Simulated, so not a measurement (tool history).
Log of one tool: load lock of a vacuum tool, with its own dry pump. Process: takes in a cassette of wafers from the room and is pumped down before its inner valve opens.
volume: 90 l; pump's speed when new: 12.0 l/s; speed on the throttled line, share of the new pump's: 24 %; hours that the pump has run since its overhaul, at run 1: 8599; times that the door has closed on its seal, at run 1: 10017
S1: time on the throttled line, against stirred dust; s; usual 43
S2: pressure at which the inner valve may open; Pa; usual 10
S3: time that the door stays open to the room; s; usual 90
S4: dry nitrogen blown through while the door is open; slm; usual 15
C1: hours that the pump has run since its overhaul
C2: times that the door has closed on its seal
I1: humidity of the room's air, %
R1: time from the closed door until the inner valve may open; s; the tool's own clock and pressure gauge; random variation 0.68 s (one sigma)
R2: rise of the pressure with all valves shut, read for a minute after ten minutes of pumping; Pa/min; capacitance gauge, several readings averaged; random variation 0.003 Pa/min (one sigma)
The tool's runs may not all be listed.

| run | day | S1 | S2 | S3 | S4 | C1 | C2 | I1 | R1 | R2 |
|---|---|---|---|---|---|---|---|---|---|---|
| 1 | 0 | 43 | 10 | 90 | 15 | 8599 | 10017 | 46.9 | 111.8 | 0.065 |
| 2 | 11.779 | 43 | 10 | 90 | 15 | 8882 | 10353 | 43.4 | 111.2 | 0.063 |
| 3 | 20.175 | 43 | 16 | 90 | 15 | 9083 | 10592 | 46.8 | 106.2 | 0.074 |
| 4 | 32.271 | 43 | 17 | 90 | 15 | 9374 | 10937 | 43.3 | 107.6 | 0.065 |
| 5 | 40.825 | 43 | 17 | 90 | 15 | 9579 | 11181 | 42.8 | 108.4 | 0.065 |
| 6 | 50.533 | 43 | 17 | 90 | 15 | 9812 | 11459 | 44.5 | 106.4 | 0.069 |
| 7 | 58.925 | 43 | 17 | 90 | 15 | 10013 | 11698 | 44.7 | 108.5 | 0.073 |
| 8 | 69.512 | 43 | 17 | 90 | 15 | 10267 | 12000 | 44.6 | 107.4 | 0.064 |
| 9 | 84.9 | 43 | 17 | 90 | 15 | 10637 | 12439 | 47.2 | 107.5 | 0.074 |
| 10 | 93.012 | 43 | 17 | 90 | 15 | 10831 | 12670 | 44.6 | 108.8 | 0.072 |
| 11 | 102.892 | 43 | 17 | 90 | 15 | 11069 | 12952 | 40.9 | 107.9 | 0.069 |
| 12 | 117.671 | 43 | 17 | 90 | 15 | 11423 | 13374 | 44.4 | 108.4 | 0.074 |
| 13 | 130.4 | 43 | 17 | 90 | 15 | 11729 | 13737 | 46.6 | 108.7 | 0.08 |
| 14 | 145.462 | 50 | 10 | 90 | 15 | 12090 | 14167 | 46.7 | 118.9 | 0.075 |
| 15 | 157.779 | 68 | 10 | 42 | 7 | 12386 | 14518 | 43.7 | 132.1 | 0.075 |
| 16 | 172.629 | 32 | 13 | 71 | 13 | 12742 | 14942 | 47.1 | 105.6 | 0.086 |
| 17 | 180.942 | 71 | 10 | 39 | 5 | 12942 | 15179 | 49.4 | 134.4 | 0.087 |
| 18 | 194.133 | 33 | 10 | 90 | 15 | 13258 | 15555 | 42.7 | 110.2 | 0.076 |
| 19 | 207.996 | 57 | 9 | 90 | 10 | 13591 | 15951 | 45.3 | 126.7 | 0.089 |
| 20 | 216.425 | 27 | 16 | 90 | 15 | 13793 | 16191 | 41.8 | 101.3 | 0.079 |
| 21 | 230.592 | 27 | 16 | 90 | 15 | 14133 | 16595 | 40.8 | 102.6 | 0.081 |
| 22 | 245.767 | 22 | 10 | 90 | 15 | 14497 | 17028 | 45.6 | 104.8 | 0.086 |
| 23 | 252.142 | 22 | 10 | 90 | 15 | 14651 | 17210 | 42.3 | 104.8 | 0.088 |
| 24 | 262.408 | 29 | 12 | 90 | 27 | 14897 | 17503 | 45.6 | 107.1 | 0.085 |
| 25 | 277.671 | 29 | 12 | 61 | 19 | 15263 | 17939 | 41.6 | 106.9 | 0.081 |
| 26 | 285.108 | 29 | 12 | 61 | 19 | 15442 | 18151 | 45.6 | 108.1 | 0.084 |
|  | 298.571 | dry pump taken out, an overhauled one fitted |
| 27 | 300.312 | 29 | 12 | 61 | 19 | 42 | 18577 | 42.5 | 90.4 | 0.083 |
| 28 | 314.012 | 60 | 14 | 83 | 30 | 371 | 18968 | 42 | 112.3 | 0.088 |

The same runs without the tool's hidden state, with the same run-to-run variation:
The hidden state here: pump's speed, % of a new pump's; leak at the door's seal, Pa l/s; drift of the gauge itself on ready_s, %; drift of the gauge itself on rise_pa_min, %.
| run | R1 | R2 |
|---|---|---|
| 1 | 103.4 | 0.039 |
| 2 | 102.5 | 0.036 |
| 3 | 97.9 | 0.046 |
| 4 | 98.9 | 0.036 |
| 5 | 99.4 | 0.035 |
| 6 | 97.3 | 0.038 |
| 7 | 99.1 | 0.042 |
| 8 | 97.8 | 0.033 |
| 9 | 97.5 | 0.041 |
| 10 | 98.5 | 0.037 |
| 11 | 97.3 | 0.034 |
| 12 | 97.5 | 0.038 |
| 13 | 97.5 | 0.042 |
| 14 | 106.7 | 0.036 |
| 15 | 120.6 | 0.034 |
| 16 | 92.2 | 0.042 |
| 17 | 122.4 | 0.043 |
| 18 | 95.5 | 0.031 |
| 19 | 112.9 | 0.044 |
| 20 | 86.7 | 0.033 |
| 21 | 87.4 | 0.032 |
| 22 | 87.6 | 0.035 |
| 23 | 87.3 | 0.037 |
| 24 | 90.4 | 0.032 |
| 25 | 89.7 | 0.028 |
| 26 | 90.5 | 0.028 |
| 27 | 89.7 | 0.027 |
| 28 | 111.4 | 0.029 |
